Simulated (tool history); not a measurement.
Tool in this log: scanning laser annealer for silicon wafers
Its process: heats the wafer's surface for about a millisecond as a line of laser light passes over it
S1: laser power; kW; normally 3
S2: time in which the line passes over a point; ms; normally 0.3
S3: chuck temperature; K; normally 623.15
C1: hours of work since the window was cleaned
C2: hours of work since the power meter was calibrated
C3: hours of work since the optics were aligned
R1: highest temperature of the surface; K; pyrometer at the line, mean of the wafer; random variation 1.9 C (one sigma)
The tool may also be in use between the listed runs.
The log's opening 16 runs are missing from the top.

{"run": 17, "hour": 311.1, "S1": 3, "S2": 0.3, "S3": 623.15, "C1": 432, "C2": 497, "C3": 344, "R1": 1355.15}
{"run": 18, "hour": 332.4, "S1": 3, "S2": 0.3, "S3": 623.15, "C1": 449, "C2": 514, "C3": 361, "R1": 1349.15}
{"run": 19, "hour": 351.3, "S1": 3, "S2": 0.3, "S3": 623.15, "C1": 464, "C2": 529, "C3": 376, "R1": 1351.15}
{"run": 20, "hour": 377.5, "S1": 3, "S2": 0.3, "S3": 623.15, "C1": 484, "C2": 550, "C3": 396, "R1": 1347.15}
{"run": 21, "hour": 401.2, "S1": 3, "S2": 0.3, "S3": 604.15, "C1": 503, "C2": 569, "C3": 415, "R1": 1327.15}
{"run": 22, "hour": 422.5, "S1": 3, "S2": 0.3, "S3": 604.15, "C1": 520, "C2": 586, "C3": 432, "R1": 1330.15}
{"run": 23, "hour": 448.1, "S1": 3, "S2": 0.3, "S3": 604.15, "C1": 541, "C2": 606, "C3": 452, "R1": 1322.15}
{"run": 24, "hour": 469.9, "S1": 3, "S2": 0.3, "S3": 604.15, "C1": 558, "C2": 623, "C3": 470, "R1": 1324.15}
{"run": 25, "hour": 487.8, "S1": 3, "S2": 0.3, "S3": 604.15, "C1": 572, "C2": 638, "C3": 484, "R1": 1322.15}
{"run": 26, "hour": 516.2, "S1": 2.744, "S2": 0.348, "S3": 618.15, "C1": 595, "C2": 660, "C3": 506, "R1": 1310.15}
{"run": 27, "hour": 537.8, "S1": 3.175, "S2": 0.375, "S3": 646.15, "C1": 612, "C2": 677, "C3": 524, "R1": 1510.15}
{"run": 28, "hour": 557.7, "S1": 2.605, "S2": 0.211, "S3": 623.15, "C1": 627, "C2": 693, "C3": 539, "R1": 1123.15}
{"run": 29, "hour": 581.0, "S1": 2.607, "S2": 0.23, "S3": 630.15, "C1": 646, "C2": 711, "C3": 558, "R1": 1149.15}
{"run": 30, "hour": 600.6, "S1": 2.607, "S2": 0.23, "S3": 630.15, "C1": 661, "C2": 727, "C3": 573, "R1": 1151.15}
{"run": 31, "hour": 623.5, "S1": 2.607, "S2": 0.23, "S3": 630.15, "C1": 680, "C2": 745, "C3": 592, "R1": 1149.15}
{"run": 32, "hour": 645.3, "S1": 2.851, "S2": 0.23, "S3": 630.15, "C1": 697, "C2": 762, "C3": 609, "R1": 1211.15}
{"run": 33, "hour": 662.0, "S1": 2.851, "S2": 0.23, "S3": 630.15, "C1": 710, "C2": 776, "C3": 622, "R1": 1208.15}
{"run": 34, "hour": 690.8, "S1": 2.597, "S2": 0.226, "S3": 623.15, "C1": 733, "C2": 799, "C3": 645, "R1": 1131.15}
{"hour": 694.6, "done": "window over the wafer cleaned"}
{"run": 35, "hour": 705.5, "S1": 2.597, "S2": 0.226, "S3": 623.15, "C1": 9, "C2": 809, "C3": 655, "R1": 1163.15}
{"run": 36, "hour": 726.3, "S1": 2.622, "S2": 0.334, "S3": 593.15, "C1": 25, "C2": 825, "C3": 672, "R1": 1263.15}
{"run": 37, "hour": 748.1, "S1": 3, "S2": 0.232, "S3": 633.15, "C1": 42, "C2": 842, "C3": 689, "R1": 1291.15}
{"run": 38, "hour": 776.9, "S1": 3.299, "S2": 0.344, "S3": 633.15, "C1": 65, "C2": 865, "C3": 712, "R1": 1537.15}
{"run": 39, "hour": 790.0, "S1": 2.785, "S2": 0.3, "S3": 635.15, "C1": 76, "C2": 876, "C3": 722, "R1": 1314.15}
{"run": 40, "hour": 813.5, "S1": 2.785, "S2": 0.3, "S3": 635.15, "C1": 94, "C2": 894, "C3": 741, "R1": 1312.15}
{"run": 41, "hour": 827.9, "S1": 3.085, "S2": 0.35, "S3": 654.15, "C1": 106, "C2": 906, "C3": 752, "R1": 1490.15}

Below are 3 alternative next runs, each starting from the tool's condition after run 41. Predict each:
{"run": "A", "hour": 855.8, "S1": 3.071, "S2": 0.238, "S3": 654.15, "C1": 128, "C2": 928, "C3": 774, "R1": "?"}
{"run": "B", "hour": 855.8, "S1": 2.56, "S2": 0.24, "S3": 594.15, "C1": 128, "C2": 928, "C3": 774, "R1": "?"}
{"run": "C", "hour": 855.8, "S1": 3.085, "S2": 0.3, "S3": 606.15, "C1": 128, "C2": 928, "C3": 774, "R1": "?"}

run=A R1=1337.15
run=B R1=1138.15
run=C R1=1375.15
What these runs would have given with no unlogged condition in the tool:
run=A R1=1356.15
run=B R1=1153.15
run=C R1=1397.15
